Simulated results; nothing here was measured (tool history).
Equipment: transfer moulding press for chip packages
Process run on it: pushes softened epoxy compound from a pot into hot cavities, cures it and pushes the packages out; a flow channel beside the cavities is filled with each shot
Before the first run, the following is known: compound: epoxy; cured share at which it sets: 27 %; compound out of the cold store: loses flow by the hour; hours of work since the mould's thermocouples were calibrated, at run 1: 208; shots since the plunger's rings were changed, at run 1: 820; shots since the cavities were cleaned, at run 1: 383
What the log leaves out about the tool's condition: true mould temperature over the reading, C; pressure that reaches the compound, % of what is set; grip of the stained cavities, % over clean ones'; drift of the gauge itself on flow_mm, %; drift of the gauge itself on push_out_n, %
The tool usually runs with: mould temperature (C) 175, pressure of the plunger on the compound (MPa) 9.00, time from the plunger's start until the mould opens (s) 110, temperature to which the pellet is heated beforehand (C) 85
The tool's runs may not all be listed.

run    hour  mould temperature (C)  pressure of the plunger on the compound (MPa)  time from the plunger's start until the mould opens (s)  temperature to which the pellet is heated beforehand (C)  hours of work since the mould's thermocouples were calibrated  shots since the plunger's rings were changed  shots since the cavities were cleaned  incoming compound's hours out of the cold store  length that the compound runs in the flow channel (mm)  greatest force on the pins that push the packages out (N)
  1     0.0                    175                                           9.00                                                      110                                                        85                                                            208                                           820                                    383                                             13.3                                                     926                                                        529
        6.4  -- cavities cleaned with cleaning compound and waxed
       50.0  -- cavities cleaned with cleaning compound and waxed
  2    61.5                    175                                           9.00                                                      125                                                        85                                                            250                                          1458                                    126                                             33.6                                                     855                                                        405
       92.5  -- cavities cleaned with cleaning compound and waxed
  3   103.4                    175                                           9.00                                                      125                                                        85                                                            278                                          1898                                    118                                             36.5                                                     850                                                        410
      135.2  -- cavities cleaned with cleaning compound and waxed
  4   148.2                    175                                           9.00                                                      125                                                        85                                                            309                                          2370                                    141                                             29.5                                                     869                                                        433
      179.3  -- cavities cleaned with cleaning compound and waxed
  5   188.4                    168                                           9.00                                                      110                                                        85                                                            336                                          2793                                    100                                             13.1                                                     933                                                        615
      222.9  -- cavities cleaned with cleaning compound and waxed
  6   237.7                    175                                           9.00                                                      110                                                        85                                                            370                                          3313                                    161                                             10.3                                                     915                                                        488
      264.9  -- cavities cleaned with cleaning compound and waxed
  7   287.0                    175                                           9.00                                                      110                                                        85                                                            403                                          3835                                    242                                             13.6                                                     898                                                        499
      308.2  -- cavities cleaned with cleaning compound and waxed
  8   330.3                    175                                           9.00                                                      110                                                        85                                                            433                                          4290                                    241                                             28.0                                                     851                                                        494
      351.2  -- cavities cleaned with cleaning compound and waxed
  9   359.4                    175                                           9.00                                                      110                                                        85                                                            452                                          4590                                     89                                             47.3                                                     805                                                        412
      393.6  -- cavities cleaned with cleaning compound and waxed
 10   394.3                    175                                           9.00                                                      110                                                        85                                                            476                                          4955                                      7                                             22.8                                                     869                                                        377
      433.1  -- plunger's sealing rings changed
      440.2  -- cavities cleaned with cleaning compound and waxed
 11   458.8                    175                                           9.00                                                      110                                                        85                                                            519                                           264                                    202                                             10.2                                                     926                                                        474
      481.8  -- cavities cleaned with cleaning compound and waxed
 12   487.5                    175                                           9.00                                                      110                                                        85                                                            538                                           561                                     62                                             25.5                                                     888                                                        413
      526.8  -- cavities cleaned with cleaning compound and waxed
 13   548.2                    175                                           9.00                                                      110                                                        85                                                            580                                          1206                                    233                                             44.4                                                     827                                                        466
      572.1  -- cavities cleaned with cleaning compound and waxed
 14   604.8                    181                                           9.00                                                      110                                                        85                                                            618                                          1807                                    356                                             26.9                                                     860                                                        478
      614.8  -- cavities cleaned with cleaning compound and waxed
 15   644.9                    176                                           8.87                                                      132                                                        82                                                            646                                          2227                                    327                                             41.2                                                     824                                                        461
      660.2  -- cavities cleaned with cleaning compound and waxed
 16   695.6                    168                                           8.87                                                      132                                                        87                                                            680                                          2764                                    386                                              9.1                                                     934                                                        565
      704.9  -- cavities cleaned with cleaning compound and waxed
      747.6  -- cavities cleaned with cleaning compound and waxed
 17   747.6                    169                                           8.87                                                      132                                                        87                                                            715                                          3298                                      0                                             18.8                                                     902                                                        374
 18   780.7                    175                                           8.36                                                      110                                                        85                                                            738                                          3659                                    361                                             37.2                                                     818                                                        545
      790.4  -- cavities cleaned with cleaning compound and waxed
      808.5  -- mould's thermocouples calibrated
 19   816.2                    175                                           8.36                                                      110                                                        85                                                              5                                          4008                                    259                                             12.4                                                     872                                                        517
      835.4  -- cavities cleaned with cleaning compound and waxed
 20   853.4                    175                                           9.83                                                      110                                                        85                                                             31                                          4397                                    197                                              8.2                                                     960                                                        492
      881.2  -- cavities cleaned with cleaning compound and waxed
 21   909.2                    172                                          10.59                                                      127                                                        77                                                             69                                          4989                                    305                                              8.6                                                    1006                                                        501
      924.7  -- cavities cleaned with cleaning compound and waxed
      944.2  -- plunger's sealing rings changed
 22   960.6                    172                                          10.89                                                      127                                                        90                                                            102                                           178                                    363                                             34.3                                                     951                                                        514
      971.0  -- cavities cleaned with cleaning compound and waxed
 23  1004.5                    176                                           9.00                                                      138                                                        85                                                            132                                           641                                    366                                             25.3                                                     879                                                        476
     1013.4  -- cavities cleaned with cleaning compound and waxed
     1057.7  -- cavities cleaned with cleaning compound and waxed
 24  1064.5                    176                                           9.00                                                      138                                                        85                                                            172                                          1262                                     74                                             18.8                                                     901                                                        382
 25  1092.2                    168                                           8.21                                                      110                                                        85                                                            192                                          1564                                    376                                             47.6                                                     805                                                        712

Run 26 comes next. What will it give?
     1101.9  -- cavities cleaned with cleaning compound and waxed
     1144.2  -- cavities cleaned with cleaning compound and waxed
 26  1156.9                    168                                           8.21                                                      110                                                        85                                                            235                                          2236                                    138                                             42.8                                                       ?                                                          ?

length that the compound runs in the flow channel (mm): 818
greatest force on the pins that push the packages out (N): 608
Minus the tool's unlogged condition, the same run would have read length that the compound runs in the flow channel (mm) 835, greatest force on the pins that push the packages out (N) 515.

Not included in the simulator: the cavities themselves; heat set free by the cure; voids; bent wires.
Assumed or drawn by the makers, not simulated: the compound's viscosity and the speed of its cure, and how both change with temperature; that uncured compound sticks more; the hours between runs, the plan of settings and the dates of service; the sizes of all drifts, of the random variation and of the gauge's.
